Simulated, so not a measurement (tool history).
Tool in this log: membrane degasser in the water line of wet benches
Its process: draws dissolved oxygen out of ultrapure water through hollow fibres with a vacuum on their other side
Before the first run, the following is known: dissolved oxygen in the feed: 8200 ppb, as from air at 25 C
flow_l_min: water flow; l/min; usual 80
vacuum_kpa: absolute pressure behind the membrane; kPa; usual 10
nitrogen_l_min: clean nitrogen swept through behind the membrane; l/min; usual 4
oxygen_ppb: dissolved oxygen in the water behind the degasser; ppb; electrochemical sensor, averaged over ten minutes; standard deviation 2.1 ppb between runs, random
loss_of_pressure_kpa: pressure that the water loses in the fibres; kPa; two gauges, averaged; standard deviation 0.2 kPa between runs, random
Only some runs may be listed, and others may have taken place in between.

run 1 hour=0 | flow_l_min=80 vacuum_kpa=10 nitrogen_l_min=4 | oxygen_ppb=304.2 loss_of_pressure_kpa=45.87
run 2 hour=104.1 | flow_l_min=80 vacuum_kpa=10 nitrogen_l_min=3.35 | oxygen_ppb=349.3 loss_of_pressure_kpa=46.55
run 3 hour=204.5 | flow_l_min=80 vacuum_kpa=10 nitrogen_l_min=3.35 | oxygen_ppb=347.5 loss_of_pressure_kpa=45.83
run 4 hour=297.7 | flow_l_min=80 vacuum_kpa=10 nitrogen_l_min=3.35 | oxygen_ppb=346.4 loss_of_pressure_kpa=46.08
run 5 hour=394.1 | flow_l_min=80 vacuum_kpa=10 nitrogen_l_min=3.35 | oxygen_ppb=348 loss_of_pressure_kpa=45.97
run 6 hour=485.8 | flow_l_min=80 vacuum_kpa=10 nitrogen_l_min=3.35 | oxygen_ppb=348.2 loss_of_pressure_kpa=46.54
run 7 hour=623.3 | flow_l_min=80 vacuum_kpa=10 nitrogen_l_min=4 | oxygen_ppb=302.4 loss_of_pressure_kpa=46.54
run 8 hour=785.8 | flow_l_min=80 vacuum_kpa=10 nitrogen_l_min=4 | oxygen_ppb=300.3 loss_of_pressure_kpa=46.11
run 9 hour=889.8 | flow_l_min=80 vacuum_kpa=10 nitrogen_l_min=4 | oxygen_ppb=300.6 loss_of_pressure_kpa=46.63
run 10 hour=1022.6 | flow_l_min=80 vacuum_kpa=10 nitrogen_l_min=4 | oxygen_ppb=303.6 loss_of_pressure_kpa=46.68
run 11 hour=1165.1 | flow_l_min=80 vacuum_kpa=10 nitrogen_l_min=4 | oxygen_ppb=299.9 loss_of_pressure_kpa=46.09
run 12 hour=1264.9 | flow_l_min=80 vacuum_kpa=12.7 nitrogen_l_min=4 | oxygen_ppb=413.1 loss_of_pressure_kpa=46.36
run 13 hour=1406.9 | flow_l_min=80 vacuum_kpa=12.7 nitrogen_l_min=6.65 | oxygen_ppb=269 loss_of_pressure_kpa=46.3
run 14 hour=1544.5 | flow_l_min=80 vacuum_kpa=12.7 nitrogen_l_min=6.65 | oxygen_ppb=269.9 loss_of_pressure_kpa=46.56
run 15 hour=1707.5 | flow_l_min=121 vacuum_kpa=18.7 nitrogen_l_min=4 | oxygen_ppb=917.4 loss_of_pressure_kpa=70.99
run 16 hour=1850.2 | flow_l_min=121 vacuum_kpa=18.7 nitrogen_l_min=4 | oxygen_ppb=915.3 loss_of_pressure_kpa=70.67
run 17 hour=1942.4 | flow_l_min=93 vacuum_kpa=18.7 nitrogen_l_min=8.4 | oxygen_ppb=397 loss_of_pressure_kpa=54.14
run 18 hour=2103.9 | flow_l_min=86 vacuum_kpa=8.4 nitrogen_l_min=9.56 | oxygen_ppb=120.5 loss_of_pressure_kpa=50.33
run 19 hour=2200.2 | flow_l_min=86 vacuum_kpa=8.4 nitrogen_l_min=9.56 | oxygen_ppb=120.6 loss_of_pressure_kpa=50.7
run 20 hour=2369.4 | flow_l_min=80 vacuum_kpa=10 nitrogen_l_min=3.59 | oxygen_ppb=333.5 loss_of_pressure_kpa=46.84
run 21 hour=2449.6 | flow_l_min=80 vacuum_kpa=10 nitrogen_l_min=3.59 | oxygen_ppb=333.9 loss_of_pressure_kpa=46.84
run 22 hour=2604.2 | flow_l_min=57 vacuum_kpa=10.1 nitrogen_l_min=2 | oxygen_ppb=408.1 loss_of_pressure_kpa=33.65
run 23 hour=2771.5 | flow_l_min=80 vacuum_kpa=10 nitrogen_l_min=1.93 | oxygen_ppb=532.6 loss_of_pressure_kpa=46.58
run 24 hour=2914.9 | flow_l_min=63 vacuum_kpa=10 nitrogen_l_min=2.57 | oxygen_ppb=360.3 loss_of_pressure_kpa=37.13
run 25 hour=2993.8 | flow_l_min=63 vacuum_kpa=10 nitrogen_l_min=2.57 | oxygen_ppb=354.3 loss_of_pressure_kpa=37.18
run 26 hour=3104.7 | flow_l_min=80 vacuum_kpa=21.1 nitrogen_l_min=7.08 | oxygen_ppb=460 loss_of_pressure_kpa=47.26
run 27 hour=3203 | flow_l_min=80 vacuum_kpa=21.1 nitrogen_l_min=7.08 | oxygen_ppb=460 loss_of_pressure_kpa=47.56

What if the next run were any one of these 4? Each begins from the tool's condition after run 27:
run A hour=3344.2 | flow_l_min=49 vacuum_kpa=12 nitrogen_l_min=4 | oxygen_ppb=? loss_of_pressure_kpa=?
run B hour=3344.2 | flow_l_min=55 vacuum_kpa=20.9 nitrogen_l_min=2.73 | oxygen_ppb=? loss_of_pressure_kpa=?
run C hour=3344.2 | flow_l_min=108 vacuum_kpa=21.1 nitrogen_l_min=7.08 | oxygen_ppb=? loss_of_pressure_kpa=?
run D hour=3344.2 | flow_l_min=55 vacuum_kpa=8.8 nitrogen_l_min=5.48 | oxygen_ppb=? loss_of_pressure_kpa=?

run=A oxygen_ppb=243.4 loss_of_pressure_kpa=29.3
run=B oxygen_ppb=732 loss_of_pressure_kpa=32.38
run=C oxygen_ppb=600.7 loss_of_pressure_kpa=63.81
run=D oxygen_ppb=135.9 loss_of_pressure_kpa=32.68
With no hidden state in the tool, these same runs would have given:
run=A oxygen_ppb=243.3 loss_of_pressure_kpa=28.54
run=B oxygen_ppb=731.7 loss_of_pressure_kpa=31.52
run=C oxygen_ppb=600.4 loss_of_pressure_kpa=62.13
run=D oxygen_ppb=135.8 loss_of_pressure_kpa=31.82
